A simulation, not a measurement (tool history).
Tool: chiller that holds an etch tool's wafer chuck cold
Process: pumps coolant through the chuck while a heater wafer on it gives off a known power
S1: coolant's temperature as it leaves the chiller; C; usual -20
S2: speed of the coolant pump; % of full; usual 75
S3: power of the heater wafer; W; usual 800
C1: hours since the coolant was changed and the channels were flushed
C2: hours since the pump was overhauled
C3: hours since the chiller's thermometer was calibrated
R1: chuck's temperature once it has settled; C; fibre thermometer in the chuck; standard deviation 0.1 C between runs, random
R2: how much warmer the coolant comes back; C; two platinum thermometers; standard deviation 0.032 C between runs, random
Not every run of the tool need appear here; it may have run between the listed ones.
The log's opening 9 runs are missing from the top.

run   hour   S1  S2    S3    C1    C2    C3     R1    R2
 10  207.5  -17  97   800  2964  1477  2783  -12.2  2.56
 11    238  -20  75   800  2995  1508  2813  -13.6  3.42
 12  258.6  -18  75   800  3015  1528  2834  -11.6   3.4
 13  291.5  -18  75   800  3048  1561  2867  -11.7   3.4
 14  322.6  -20  75   874  3079  1593  2898    -13  3.68
 15  345.9  -20  75   800  3103  1616  2921  -13.7  3.34
 16  376.9  -20  75   800  3134  1647  2952  -13.7  3.39
 17  408.8  -20  95   800  3166  1679  2984  -14.8   2.6
 18  441.5  -23  96   556  3198  1711  3017  -19.7  1.81
 19  463.7  -18  89  1145  3220  1734  3039  -10.4  4.06
 20    479  -18  89  1145  3236  1749  3054  -10.3  4.06
 21  512.5  -29  94   800  3269  1782  3088  -23.9  2.65
 22  547.1  -20  65   800  3304  1817  3122  -12.8  3.92
 23  569.4  -12  61   788  3326  1839  3144   -4.1  4.22
 24  584.3  -29  75   800  3341  1854  3159  -22.8  3.39
 25  613.2  -29  75   800  3370  1883  3188  -22.6  3.33
 26  630.2  -14  80  1135  3387  1900  3205   -5.4  4.52
 27  647.7  -30  97   674  3405  1918  3223    -26  2.17
 28  680.2  -24  75   800  3437  1950  3255  -17.6  3.42
 29  712.2  -12  76   514  3469  1982  3287   -7.9  2.13
 30  739.3  -29  80  1165  3496  2009  3314  -20.5   4.6
 31    769  -12  75   786  3526  2039  3344   -5.7  3.34
 32  797.5  -15  63   927  3554  2067  3373   -6.2   4.8

Here are 3 independent what-if runs from the current tool condition. What would each one return?
  A  820.9  -15  61  927  3578  2091  3396   ?   ?
  B  820.9  -30  75  422  3578  2091  3396   ?   ?
  C  820.9  -20  88  800  3578  2091  3396   ?   ?

run     R1    R2
  A     -6  4.95
  B  -26.6  1.78
  C  -14.7  2.81
With no hidden state in the tool, these same runs would have given:
run     R1    R2
  A     -6  4.94
  B  -26.6  1.78
  C  -14.7   2.8

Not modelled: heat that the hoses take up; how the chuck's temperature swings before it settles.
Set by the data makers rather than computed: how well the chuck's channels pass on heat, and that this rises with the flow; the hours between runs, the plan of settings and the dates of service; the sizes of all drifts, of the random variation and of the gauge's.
